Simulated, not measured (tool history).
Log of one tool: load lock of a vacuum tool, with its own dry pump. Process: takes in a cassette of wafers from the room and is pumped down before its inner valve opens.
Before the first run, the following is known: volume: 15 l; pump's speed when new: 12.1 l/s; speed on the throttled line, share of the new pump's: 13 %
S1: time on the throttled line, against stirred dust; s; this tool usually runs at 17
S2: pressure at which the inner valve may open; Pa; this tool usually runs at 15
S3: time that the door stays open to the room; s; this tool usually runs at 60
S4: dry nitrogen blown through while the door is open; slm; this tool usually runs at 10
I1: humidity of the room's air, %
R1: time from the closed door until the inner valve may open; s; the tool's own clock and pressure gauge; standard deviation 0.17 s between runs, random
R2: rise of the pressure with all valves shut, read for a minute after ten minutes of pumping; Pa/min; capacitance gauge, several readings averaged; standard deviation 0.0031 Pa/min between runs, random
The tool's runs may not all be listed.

| run | day | S1 | S2 | S3 | S4 | I1 | R1 | R2 |
|---|---|---|---|---|---|---|---|---|
| 1 | 0 | 17 | 15 | 60 | 10 | 45.4 | 26 | 0.092 |
| 2 | 8.058 | 17 | 15 | 60 | 10 | 41.9 | 25.8 | 0.086 |
| 3 | 14.967 | 17 | 15 | 60 | 10 | 46.2 | 25.8 | 0.09 |
| 4 | 20.117 | 17 | 15 | 60 | 10 | 41.4 | 25.6 | 0.082 |
| 5 | 27.675 | 17 | 15 | 60 | 10 | 47.5 | 25.9 | 0.093 |
| 6 | 31.9 | 17 | 15 | 60 | 10 | 42.1 | 25.6 | 0.086 |
| 7 | 38.842 | 17 | 15 | 60 | 6 | 45.8 | 25.8 | 0.097 |
| 8 | 44.938 | 17 | 15 | 60 | 6 | 41.2 | 26 | 0.092 |
| 9 | 48.317 | 29 | 15 | 60 | 10 | 44.5 | 36.2 | 0.091 |
| 10 | 56.417 | 17 | 15 | 60 | 10 | 44.3 | 25.8 | 0.089 |
| 11 | 62.329 | 17 | 16 | 27 | 10 | 46.1 | 25.8 | 0.064 |
| 12 | 67.025 | 17 | 16 | 27 | 10 | 43.3 | 25.6 | 0.058 |
| 13 | 71.904 | 15 | 14 | 137 | 9 | 44.7 | 24.3 | 0.131 |
| 14 | 77.288 | 15 | 14 | 137 | 9 | 46.7 | 24 | 0.137 |
| 15 | 84.979 | 15 | 14 | 137 | 9 | 45.5 | 24 | 0.133 |
| 16 | 92.792 | 15 | 14 | 137 | 9 | 45.7 | 23.9 | 0.14 |
| 17 | 99.5 | 28 | 25 | 84 | 6 | 43.5 | 34.2 | 0.11 |
| 18 | 104.838 | 14 | 26 | 47 | 16 | 44 | 22.6 | 0.073 |
| 19 | 112.192 | 14 | 26 | 47 | 16 | 45.7 | 22.4 | 0.074 |
| 20 | 119.571 | 13 | 26 | 192 | 16 | 46.4 | 21.2 | 0.144 |

Here are 3 independent what-if runs from the current tool condition. What would each one return?
| A | 123.171 | 17 | 10 | 60 | 43 | 44.6 | ? | ? |
| B | 123.171 | 25 | 15 | 60 | 10 | 45.2 | ? | ? |
| C | 123.171 | 17 | 15 | 60 | 15 | 44.9 | ? | ? |

| run | R1 | R2 |
|---|---|---|
| A | 26.3 | 0.058 |
| B | 32.6 | 0.093 |
| C | 26.1 | 0.085 |
What these runs would have given with no unlogged condition in the tool:
| run | R1 | R2 |
|---|---|---|
| A | 26.3 | 0.057 |
| B | 32.6 | 0.092 |
| C | 26.1 | 0.084 |

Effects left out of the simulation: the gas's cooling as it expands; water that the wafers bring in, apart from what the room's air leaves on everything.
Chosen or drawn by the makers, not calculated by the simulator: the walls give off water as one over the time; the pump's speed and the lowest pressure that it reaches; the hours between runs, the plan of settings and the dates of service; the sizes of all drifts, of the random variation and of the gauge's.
